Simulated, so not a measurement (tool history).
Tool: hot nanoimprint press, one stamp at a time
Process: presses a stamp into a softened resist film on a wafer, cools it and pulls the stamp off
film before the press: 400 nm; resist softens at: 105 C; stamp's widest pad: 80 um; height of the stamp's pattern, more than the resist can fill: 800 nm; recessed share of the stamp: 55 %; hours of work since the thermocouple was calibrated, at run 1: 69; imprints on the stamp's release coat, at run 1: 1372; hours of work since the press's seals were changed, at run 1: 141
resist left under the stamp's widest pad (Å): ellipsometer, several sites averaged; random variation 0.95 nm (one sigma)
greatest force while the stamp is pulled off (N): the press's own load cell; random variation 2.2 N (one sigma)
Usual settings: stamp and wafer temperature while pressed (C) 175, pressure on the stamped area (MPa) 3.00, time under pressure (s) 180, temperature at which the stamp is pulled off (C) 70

| run | hour | stamp and wafer temperature while pressed (C) | pressure on the stamped area (MPa) | time under pressure (s) | temperature at which the stamp is pulled off (C) | hours of work since the thermocouple was calibrated | imprints on the stamp's release coat | hours of work since the press's seals were changed | resist left under the stamp's widest pad (Å) | greatest force while the stamp is pulled off (N) |
|---|---|---|---|---|---|---|---|---|---|---|
| 1 | 0.0 | 175 | 3.00 | 180 | 70 | 69 | 1372 | 141 | 1946 | 130 |
| 2 | 10.3 | 175 | 3.00 | 180 | 70 | 77 | 1429 | 148 | 1948 | 133 |
| 3 | 17.6 | 175 | 3.00 | 180 | 70 | 82 | 1470 | 154 | 1948 | 140 |
| 4 | 26.5 | 175 | 3.00 | 180 | 70 | 89 | 1520 | 161 | 1943 | 135 |
|  | 35.2 | stamp cleaned and given a new release coat |
| 5 | 40.6 | 175 | 3.00 | 160 | 70 | 95 | 31 | 167 | 2007 | 101 |
| 6 | 45.6 | 175 | 3.00 | 180 | 70 | 99 | 58 | 170 | 1928 | 99 |
| 7 | 52.4 | 175 | 3.00 | 180 | 70 | 104 | 96 | 176 | 1932 | 102 |
| 8 | 58.6 | 169 | 3.22 | 180 | 69 | 109 | 131 | 180 | 2428 | 103 |
| 9 | 65.1 | 169 | 3.22 | 180 | 69 | 114 | 167 | 185 | 2425 | 104 |
| 10 | 72.8 | 169 | 3.22 | 180 | 69 | 119 | 210 | 191 | 2409 | 103 |
| 11 | 78.7 | 174 | 2.40 | 218 | 76 | 124 | 243 | 195 | 2127 | 96 |

Forecast each of these 5 alternatives for the next run:
| A | 87.2 | 171 | 2.18 | 189 | 70 | 130 | 290 | 202 | ? | ? |
| B | 87.2 | 181 | 3.83 | 143 | 76 | 130 | 290 | 202 | ? | ? |
| C | 87.2 | 179 | 2.40 | 218 | 61 | 130 | 290 | 202 | ? | ? |
| D | 87.2 | 173 | 3.00 | 180 | 57 | 130 | 290 | 202 | ? | ? |
| E | 87.2 | 167 | 2.69 | 218 | 72 | 130 | 290 | 202 | ? | ? |

| run | resist left under the stamp's widest pad (Å) | greatest force while the stamp is pulled off (N) |
|---|---|---|
| A | 2602 | 107 |
| B | 1390 | 95 |
| C | 1718 | 123 |
| D | 2098 | 128 |
| E | 2721 | 107 |
Without the tool's hidden state the same runs would have given:
| run | resist left under the stamp's widest pad (Å) | greatest force while the stamp is pulled off (N) |
|---|---|---|
| A | 2658 | 100 |
| B | 1417 | 89 |
| C | 1759 | 115 |
| D | 2146 | 119 |
| E | 2779 | 100 |

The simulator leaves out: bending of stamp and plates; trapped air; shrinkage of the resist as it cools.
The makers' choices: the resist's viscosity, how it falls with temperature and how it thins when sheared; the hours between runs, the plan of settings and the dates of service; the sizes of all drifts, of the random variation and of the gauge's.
